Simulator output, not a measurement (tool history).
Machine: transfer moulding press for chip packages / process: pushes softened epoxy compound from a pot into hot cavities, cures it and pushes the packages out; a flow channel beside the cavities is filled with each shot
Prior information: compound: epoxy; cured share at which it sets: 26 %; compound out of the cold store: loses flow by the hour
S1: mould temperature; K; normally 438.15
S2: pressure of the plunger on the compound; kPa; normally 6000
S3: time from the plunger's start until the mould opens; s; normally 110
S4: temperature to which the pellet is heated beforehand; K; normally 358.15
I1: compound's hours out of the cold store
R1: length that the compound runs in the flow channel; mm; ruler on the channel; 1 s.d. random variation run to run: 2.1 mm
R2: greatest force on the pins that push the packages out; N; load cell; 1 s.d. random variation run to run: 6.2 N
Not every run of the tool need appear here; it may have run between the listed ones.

run 1 hour=0 | S1=438.15 S2=6000 S3=110 S4=358.15 | I1=19.4 | R1=530 R2=309
run 2 hour=20.9 | S1=438.15 S2=6000 S3=97 S4=358.15 | I1=42.6 | R1=454 R2=491
run 3 hour=42.7 | S1=438.15 S2=6000 S3=110 S4=358.15 | I1=21 | R1=520 R2=475
-- hour=63.3 cavities cleaned with cleaning compound and waxed
run 4 hour=69.3 | S1=438.15 S2=6000 S3=110 S4=358.15 | I1=17.4 | R1=528 R2=294
run 5 hour=93.8 | S1=438.15 S2=6000 S3=125 S4=358.15 | I1=18 | R1=525 R2=331
run 6 hour=112.9 | S1=438.15 S2=6000 S3=125 S4=358.15 | I1=34.8 | R1=467 R2=366
-- hour=134.1 cavities cleaned with cleaning compound and waxed
run 7 hour=135.9 | S1=438.15 S2=6000 S3=125 S4=358.15 | I1=42.5 | R1=441 R2=204
run 8 hour=156.3 | S1=438.15 S2=6000 S3=125 S4=358.15 | I1=36.4 | R1=459 R2=283
run 9 hour=172.1 | S1=438.15 S2=6720 S3=110 S4=358.15 | I1=18.9 | R1=544 R2=456
run 10 hour=185.6 | S1=438.15 S2=6720 S3=110 S4=358.15 | I1=44.3 | R1=459 R2=447
run 11 hour=201.7 | S1=438.15 S2=6000 S3=110 S4=358.15 | I1=9.8 | R1=538 R2=514
-- hour=204.4 cavities cleaned with cleaning compound and waxed
run 12 hour=214.6 | S1=442.15 S2=6000 S3=110 S4=358.15 | I1=23.4 | R1=484 R2=243
run 13 hour=229.8 | S1=442.15 S2=6000 S3=110 S4=358.15 | I1=13.1 | R1=517 R2=301
run 14 hour=243.3 | S1=442.15 S2=6000 S3=110 S4=358.15 | I1=33.9 | R1=452 R2=336
run 15 hour=259.4 | S1=442.15 S2=6000 S3=110 S4=358.15 | I1=28.2 | R1=467 R2=366
-- hour=275.2 cavities cleaned with cleaning compound and waxed
run 16 hour=281 | S1=432.15 S2=6150 S3=110 S4=358.15 | I1=34.3 | R1=467 R2=451
run 17 hour=292.8 | S1=438.15 S2=4590 S3=121 S4=358.15 | I1=28.7 | R1=409 R2=296
run 18 hour=311.5 | S1=443.15 S2=6600 S3=131 S4=358.15 | I1=29.4 | R1=477 R2=292
run 19 hour=333.4 | S1=441.15 S2=5810 S3=110 S4=358.15 | I1=8.6 | R1=513 R2=412
-- hour=345.7 plunger's sealing rings changed
-- hour=349.2 cavities cleaned with cleaning compound and waxed
run 20 hour=351.9 | S1=441.15 S2=5990 S3=122 S4=358.15 | I1=43.2 | R1=459 R2=197
run 21 hour=377.3 | S1=440.15 S2=5990 S3=116 S4=356.15 | I1=17.2 | R1=541 R2=318
run 22 hour=394.4 | S1=440.15 S2=5990 S3=116 S4=356.15 | I1=25.7 | R1=511 R2=357
run 23 hour=405.9 | S1=444.15 S2=5690 S3=100 S4=358.15 | I1=45.4 | R1=433 R2=368
-- hour=419.7 cavities cleaned with cleaning compound and waxed
run 24 hour=420.8 | S1=434.15 S2=5690 S3=139 S4=358.15 | I1=42.7 | R1=453 R2=216
run 25 hour=442.7 | S1=434.15 S2=7270 S3=133 S4=358.15 | I1=32.1 | R1=550 R2=354
run 26 hour=463.7 | S1=440.15 S2=7210 S3=146 S4=358.15 | I1=30.6 | R1=534 R2=297
run 27 hour=476.6 | S1=443.15 S2=7210 S3=146 S4=358.15 | I1=35.9 | R1=513 R2=293

Run by run, hidden condition taken away, random variation retained:
Hidden state at play: true mould temperature over the reading, C; pressure that reaches the compound, % of what is set; grip of the stained cavities, % over clean ones'; drift of the gauge itself on flow_mm, %; drift of the gauge itself on push_out_n, %.
run=1 R1=542 R2=250
run=2 R1=466 R2=302
run=3 R1=536 R2=254
run=4 R1=548 R2=244
run=5 R1=547 R2=204
run=6 R1=489 R2=201
run=7 R1=464 R2=190
run=8 R1=485 R2=185
run=9 R1=577 R2=261
run=10 R1=488 R2=237
run=11 R1=574 R2=259
run=12 R1=519 R2=189
run=13 R1=555 R2=192
run=14 R1=487 R2=193
run=15 R1=505 R2=191
run=16 R1=508 R2=370
run=17 R1=445 R2=205
run=18 R1=522 R2=176
run=19 R1=563 R2=216
run=20 R1=459 R2=180
run=21 R1=543 R2=199
run=22 R1=515 R2=199
run=23 R1=438 R2=193
run=24 R1=458 R2=199
run=25 R1=559 R2=229
run=26 R1=545 R2=169
run=27 R1=526 R2=156
